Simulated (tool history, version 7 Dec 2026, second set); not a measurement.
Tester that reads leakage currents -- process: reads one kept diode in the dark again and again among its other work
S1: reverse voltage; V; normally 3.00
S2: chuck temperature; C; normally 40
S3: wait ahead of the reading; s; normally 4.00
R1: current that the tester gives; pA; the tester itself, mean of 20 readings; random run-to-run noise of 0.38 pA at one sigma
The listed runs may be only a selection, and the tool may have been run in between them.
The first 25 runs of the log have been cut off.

| run | day | S1 | S2 | S3 | R1 |
|---|---|---|---|---|---|
| 26 | 54.262 | 3.00 | 33 | 0.69 | 99.60 |
|  | 56.308 | chuck's temperature calibrated |
| 27 | 56.308 | 2.96 | 37 | 1.50 | 132.68 |
| 28 | 58.254 | 11.59 | 40 | 4.00 | 272.81 |
| 29 | 60.133 | 8.67 | 40 | 1.48 | 245.23 |
| 30 | 61.454 | 13.12 | 30 | 0.59 | 138.86 |
| 31 | 64.204 | 13.12 | 30 | 0.59 | 139.36 |
| 32 | 65.746 | 13.12 | 30 | 0.59 | 139.01 |
| 33 | 68.275 | 2.02 | 33 | 0.59 | 85.91 |
| 34 | 70.492 | 2.02 | 36 | 0.59 | 107.13 |
| 35 | 73.233 | 2.02 | 36 | 0.57 | 107.23 |
| 36 | 75.700 | 2.02 | 23 | 0.57 | 40.05 |
| 37 | 78.262 | 9.91 | 37 | 4.78 | 207.80 |
| 38 | 81.308 | 3.00 | 48 | 4.00 | 288.69 |
| 39 | 82.992 | 9.90 | 40 | 4.00 | 258.18 |

Below are 4 alternative next runs, each starting from the tool's condition after run 39. Predict each:
| A | 86.054 | 3.00 | 21 | 4.00 | ? |
| B | 86.054 | 9.90 | 58 | 4.00 | ? |
| C | 86.054 | 5.96 | 25 | 0.60 | ? |
| D | 86.054 | 17.40 | 56 | 4.00 | ? |

| run | R1 |
|---|---|
| A | 39.24 |
| B | 859.91 |
| C | 70.29 |
| D | 934.60 |
Take away the tool's hidden state, keep each run's random variation, and the runs would have read:
| run | R1 |
|---|---|
| A | 39.21 |
| B | 859.92 |
| C | 70.23 |
| D | 934.53 |

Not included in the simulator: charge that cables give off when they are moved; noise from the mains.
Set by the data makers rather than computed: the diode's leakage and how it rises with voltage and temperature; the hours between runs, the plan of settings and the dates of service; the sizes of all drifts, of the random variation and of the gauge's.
